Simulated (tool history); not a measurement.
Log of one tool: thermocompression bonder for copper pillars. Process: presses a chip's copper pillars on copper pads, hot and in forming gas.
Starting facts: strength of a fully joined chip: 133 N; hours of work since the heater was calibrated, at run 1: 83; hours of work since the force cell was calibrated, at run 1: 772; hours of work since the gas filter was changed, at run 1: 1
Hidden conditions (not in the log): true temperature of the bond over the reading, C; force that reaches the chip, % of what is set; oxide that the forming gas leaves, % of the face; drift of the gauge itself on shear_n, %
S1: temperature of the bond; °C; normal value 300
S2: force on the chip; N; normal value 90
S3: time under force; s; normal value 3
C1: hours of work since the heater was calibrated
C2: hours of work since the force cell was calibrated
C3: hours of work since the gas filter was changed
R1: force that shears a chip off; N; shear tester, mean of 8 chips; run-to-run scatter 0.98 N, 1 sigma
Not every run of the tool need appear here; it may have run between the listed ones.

run 1 hour=0.0 | S1=300 S2=90 S3=3 | C1=83 C2=772 C3=1 | R1=81.3
run 2 hour=8.0 | S1=300 S2=90 S3=3 | C1=86 C2=775 C3=4 | R1=82.4
run 3 hour=26.4 | S1=300 S2=90 S3=3 | C1=94 C2=783 C3=11 | R1=81.8
run 4 hour=34.2 | S1=300 S2=90 S3=3 | C1=97 C2=786 C3=14 | R1=79.3
run 5 hour=50.9 | S1=300 S2=90 S3=3 | C1=104 C2=793 C3=21 | R1=77.2
run 6 hour=63.9 | S1=300 S2=90 S3=3 | C1=109 C2=798 C3=26 | R1=78.6
run 7 hour=73.3 | S1=300 S2=90 S3=3 | C1=113 C2=802 C3=30 | R1=79.9
run 8 hour=81.2 | S1=300 S2=90 S3=6 | C1=116 C2=805 C3=33 | R1=96.0
run 9 hour=92.0 | S1=300 S2=90 S3=6 | C1=120 C2=809 C3=38 | R1=94.7
run 10 hour=105.2 | S1=300 S2=90 S3=6 | C1=125 C2=814 C3=43 | R1=95.0
-- hour=107.8 force cell calibrated
run 11 hour=115.1 | S1=278 S2=90 S3=3 | C1=129 C2=3 C3=46 | R1=60.0
run 12 hour=130.3 | S1=278 S2=90 S3=3 | C1=135 C2=9 C3=52 | R1=59.9
run 13 hour=146.9 | S1=303 S2=90 S3=3 | C1=141 C2=16 C3=59 | R1=79.2
run 14 hour=158.4 | S1=303 S2=90 S3=3 | C1=146 C2=20 C3=64 | R1=76.3
-- hour=169.6 force cell calibrated, once more
run 15 hour=176.3 | S1=300 S2=90 S3=3 | C1=153 C2=3 C3=70 | R1=80.4
run 16 hour=192.0 | S1=300 S2=64 S3=3 | C1=159 C2=9 C3=76 | R1=68.3
run 17 hour=207.2 | S1=300 S2=64 S3=3 | C1=165 C2=15 C3=83 | R1=67.9
run 18 hour=224.8 | S1=283 S2=90 S3=3 | C1=172 C2=22 C3=90 | R1=66.7
run 19 hour=232.9 | S1=300 S2=88 S3=3 | C1=175 C2=25 C3=93 | R1=79.1
run 20 hour=248.4 | S1=300 S2=90 S3=3 | C1=181 C2=32 C3=99 | R1=80.9
run 21 hour=262.6 | S1=300 S2=90 S3=3 | C1=187 C2=37 C3=105 | R1=78.5
run 22 hour=272.2 | S1=300 S2=90 S3=3 | C1=191 C2=41 C3=109 | R1=78.6
run 23 hour=287.7 | S1=300 S2=90 S3=3 | C1=197 C2=47 C3=115 | R1=78.7

Predict the results of run 24:
run 24 hour=299.9 | S1=300 S2=90 S3=3 | C1=202 C2=52 C3=120 | R1=?

{"run 24": {"R1": 78.9}}
The same run, on a tool lacking any hidden state, would have yielded R1 85.0 N.
